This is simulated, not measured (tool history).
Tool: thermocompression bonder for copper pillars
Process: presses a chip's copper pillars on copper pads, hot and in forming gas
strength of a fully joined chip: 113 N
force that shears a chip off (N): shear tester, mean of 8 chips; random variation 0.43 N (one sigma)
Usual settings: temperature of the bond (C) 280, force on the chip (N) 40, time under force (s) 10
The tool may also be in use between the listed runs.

run,day,temperature of the bond (C),force on the chip (N),time under force (s),force that shears a chip off (N)
1,0,280,40,10,59.5
2,0.212,280,40,10,59.5
3,0.608,280,40,10,59.8
4,0.821,280,40,10,59.1
5,1.179,289,40,10,64.1
6,1.417,289,40,10,63.6
7,1.6,280,40,10,59.4
8,1.925,280,40,10,59.9
# day 2.025: force cell calibrated
9,2.325,262,40,10,50.6
10,2.567,262,40,10,50.3
# day 2.746: force cell calibrated, once more
11,2.871,265,40,10,51.7
12,3.096,265,40,10,50.9
13,3.35,265,40,10,51.4
14,3.658,280,31,5,39.1
15,4.025,296,53,15,81.6
16,4.375,296,53,15,81.7
17,4.633,296,53,15,82.2
18,4.983,280,41,8,54.9
19,5.188,280,41,8,54.5
20,5.438,280,41,8,54.5
21,5.762,302,37,8,60

Measured less the same run without the tool's hidden state. The same run-to-run variation is in both; the gauge's scatter may not be:
The hidden state here: true temperature of the bond over the reading, C; force that reaches the chip, % of what is set; oxide that the forming gas leaves, % of the face; drift of the gauge itself on shear_n, %.
run,force that shears a chip off (N)
1,-6.6
2,-6.7
3,-7
4,-6.9
5,-7.6
6,-7.6
7,-7.3
8,-7.5
9,-6.8
10,-6.8
11,-7.1
12,-7
13,-7.1
14,-5.6
15,-10.4
16,-10.5
17,-10.7
18,-8.1
19,-8.1
20,-8.3
21,-9
